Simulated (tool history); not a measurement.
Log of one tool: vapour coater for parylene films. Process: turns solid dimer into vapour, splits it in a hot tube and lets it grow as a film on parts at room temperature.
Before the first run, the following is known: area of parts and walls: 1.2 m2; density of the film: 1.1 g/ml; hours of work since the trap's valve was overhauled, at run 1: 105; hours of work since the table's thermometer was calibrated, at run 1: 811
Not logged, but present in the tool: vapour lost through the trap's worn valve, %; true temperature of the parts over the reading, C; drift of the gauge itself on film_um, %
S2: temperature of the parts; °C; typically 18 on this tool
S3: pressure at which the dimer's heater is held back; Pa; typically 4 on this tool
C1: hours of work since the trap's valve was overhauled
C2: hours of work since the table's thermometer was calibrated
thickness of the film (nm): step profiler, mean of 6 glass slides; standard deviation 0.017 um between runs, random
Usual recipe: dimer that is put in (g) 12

Run 1, day 0: usual settings; C1 105; C2 811. Result: thickness of the film (nm) 6130.
Run 2, day 1.004: usual settings but S2 11 °C; C1 124; C2 830. Result: thickness of the film (nm) 7640.
Run 3, day 2.358: usual settings but S2 11 °C; C1 149; C2 855. Result: thickness of the film (nm) 7590.
Run 4, day 3.658: usual settings but S2 11 °C; C1 173; C2 879. Result: thickness of the film (nm) 7560.
Run 5, day 5.525: usual settings but S2 11 °C; C1 207; C2 914. Result: thickness of the film (nm) 7510.
At day 6.5: table's thermometer calibrated.
Run 6, day 6.638: usual settings; C1 227; C2 2. Result: thickness of the film (nm) 5900.
Run 7, day 8.2: usual settings; C1 256; C2 31. Result: thickness of the film (nm) 5900.
Run 8, day 9.479: usual settings but dimer that is put in (g) 11; C1 280; C2 55. Result: thickness of the film (nm) 5380.
At day 11.279: trap's valve overhauled.
Run 9, day 11.358: usual settings but dimer that is put in (g) 11; C1 1; C2 87. Result: thickness of the film (nm) 5190.
Run 10, day 12.442: usual settings but S2 11 °C; C1 22; C2 107. Result: thickness of the film (nm) 7030.
Run 11, day 13.417: usual settings but dimer that is put in (g) 10; C1 40; C2 125. Result: thickness of the film (nm) 4720.
At day 14.988: trap's valve overhauled, once more.
Run 12, day 15.058: usual settings but dimer that is put in (g) 10, S2 11 °C; C1 1; C2 152. Result: thickness of the film (nm) 6310.
Run 13, day 17.054: usual settings but S3 5.27 Pa; C1 38; C2 189. Result: thickness of the film (nm) 5720.
Run 14, day 18.425: usual settings but dimer that is put in (g) 6, S3 5.27 Pa; C1 64; C2 215. Result: thickness of the film (nm) 2850.
Run 15, day 19.279: usual settings but dimer that is put in (g) 6, S3 5.27 Pa; C1 79; C2 230. Result: thickness of the film (nm) 2830.
Run 16, day 20.358: usual settings but dimer that is put in (g) 6, S3 7.99 Pa; C1 99; C2 250. Result: thickness of the film (nm) 2580.
Run 17, day 21.817: usual settings but dimer that is put in (g) 13; C1 126; C2 277. Result: thickness of the film (nm) 6530.
Run 18, day 22.796: usual settings but dimer that is put in (g) 5; C1 145; C2 296. Result: thickness of the film (nm) 2510.
Run 19, day 24.788: usual settings but dimer that is put in (g) 18, S3 10.9 Pa; C1 181; C2 332. Result: thickness of the film (nm) 7080.
Run 20, day 26.529: usual settings but dimer that is put in (g) 10, S2 17 °C, S3 4.95 Pa; C1 214; C2 365. Result: thickness of the film (nm) 4890.
Run 21, day 28.183: usual settings but dimer that is put in (g) 10, S2 13 °C, S3 4.95 Pa; C1 244; C2 395. Result: thickness of the film (nm) 5540.
Run 22, day 29.55: usual settings but dimer that is put in (g) 21, S2 22 °C, S3 4.95 Pa; C1 270; C2 421. Result: thickness of the film (nm) 8710.
Run 23, day 31.525: usual settings but dimer that is put in (g) 16; C1 306; C2 457. Result: thickness of the film (nm) 7870.
At day 31.808: trap's valve overhauled.
Run 24, day 32.754: usual settings but dimer that is put in (g) 16; C1 17; C2 477. Result: thickness of the film (nm) 8250.
Run 25, day 34.621: usual settings but dimer that is put in (g) 5, S2 14 °C, S3 11.6 Pa; C1 52; C2 511. Result: thickness of the film (nm) 2260.
Run 26, day 35.508: usual settings but dimer that is put in (g) 14, S2 15 °C, S3 4.57 Pa; C1 68; C2 528. Result: thickness of the film (nm) 7610.
Run 27, day 37.15: usual settings but dimer that is put in (g) 14, S2 15 °C, S3 4.57 Pa; C1 99; C2 558. Result: thickness of the film (nm) 7610.

The next listed run, before its measurement:
Run 28, day 38.317: usual settings but dimer that is put in (g) 8; C1 120; C2 580. Result: thickness of the film (nm) ?.

thickness of the film (nm): 4070
With the hidden condition absent and the run-to-run variation left alone, this run would have shown thickness of the film (nm) 4070.

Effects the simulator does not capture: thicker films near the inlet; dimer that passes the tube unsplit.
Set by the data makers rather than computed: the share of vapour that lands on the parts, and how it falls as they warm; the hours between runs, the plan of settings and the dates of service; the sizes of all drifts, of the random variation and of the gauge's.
